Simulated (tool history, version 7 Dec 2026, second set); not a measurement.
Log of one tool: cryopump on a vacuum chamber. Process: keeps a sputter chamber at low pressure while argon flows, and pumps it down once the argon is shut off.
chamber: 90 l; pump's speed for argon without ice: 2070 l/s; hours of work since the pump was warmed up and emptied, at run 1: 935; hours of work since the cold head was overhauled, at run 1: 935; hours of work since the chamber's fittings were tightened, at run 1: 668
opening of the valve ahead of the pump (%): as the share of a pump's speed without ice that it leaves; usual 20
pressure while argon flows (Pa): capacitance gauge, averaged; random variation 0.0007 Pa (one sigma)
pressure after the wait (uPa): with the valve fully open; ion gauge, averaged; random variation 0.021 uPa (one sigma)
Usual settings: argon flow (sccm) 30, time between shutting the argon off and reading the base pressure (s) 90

run,day,argon flow (sccm),time between shutting the argon off and reading the base pressure (s),opening of the valve ahead of the pump (%),hours of work since the pump was warmed up and emptied,hours of work since the cold head was overhauled,hours of work since the chamber's fittings were tightened,pressure while argon flows (Pa),pressure after the wait (uPa)
1,0.000,30,90,20,935,935,668,0.1267,0.79
2,1.871,30,90,20,955,955,689,0.1270,0.76
# day 3.067: pump warmed up, emptied and cooled again
3,3.950,30,90,20,9,975,709,0.1218,0.71
4,6.242,41,90,20,34,1000,733,0.1662,0.72
5,8.167,41,90,20,55,1021,754,0.1687,0.74
6,9.483,41,90,25,69,1035,768,0.1367,0.74
7,11.546,30,90,20,91,1057,790,0.1245,0.78
8,14.025,30,21,20,118,1084,817,0.1230,1.59
9,15.488,19,21,20,133,1099,833,0.0789,1.66
10,16.600,14,21,20,145,1111,844,0.0577,1.67
11,18.479,14,21,20,166,1131,865,0.0575,1.64
12,19.650,30,67,20,178,1144,877,0.1242,0.92
13,21.175,30,90,15,194,1160,894,0.1647,0.81
14,23.371,30,159,33,218,1184,917,0.0757,0.74
15,24.933,30,225,33,235,1201,934,0.0758,0.63
16,26.038,30,225,33,247,1213,946,0.0756,0.71

Hidden state or all else? Some run-to-run changes of pressure while argon flows (Pa), split into what the settings, what came in and random variation would give without the hidden state, and what is left for the hidden state (with any gauge scatter that isn't in both results):
The hidden state here: pump's speed, % of a pump's without ice; cold plate's temperature, K; leak into the chamber, uPa l/s; drift of the gauge itself on working_pa, %; drift of the gauge itself on base_upa, %.
Run 2 -> 3: pump warmed up, emptied and cooled again. pressure while argon flows (Pa) -0.0052: hidden state -0.0043, all else -0.0009.
Run 13 -> 14: time between shutting the argon off and reading the base pressure (s) 90 -> 159, opening of the valve ahead of the pump (%) 15 -> 33. pressure while argon flows (Pa) -0.0890: hidden state +0.0001, all else -0.0891.
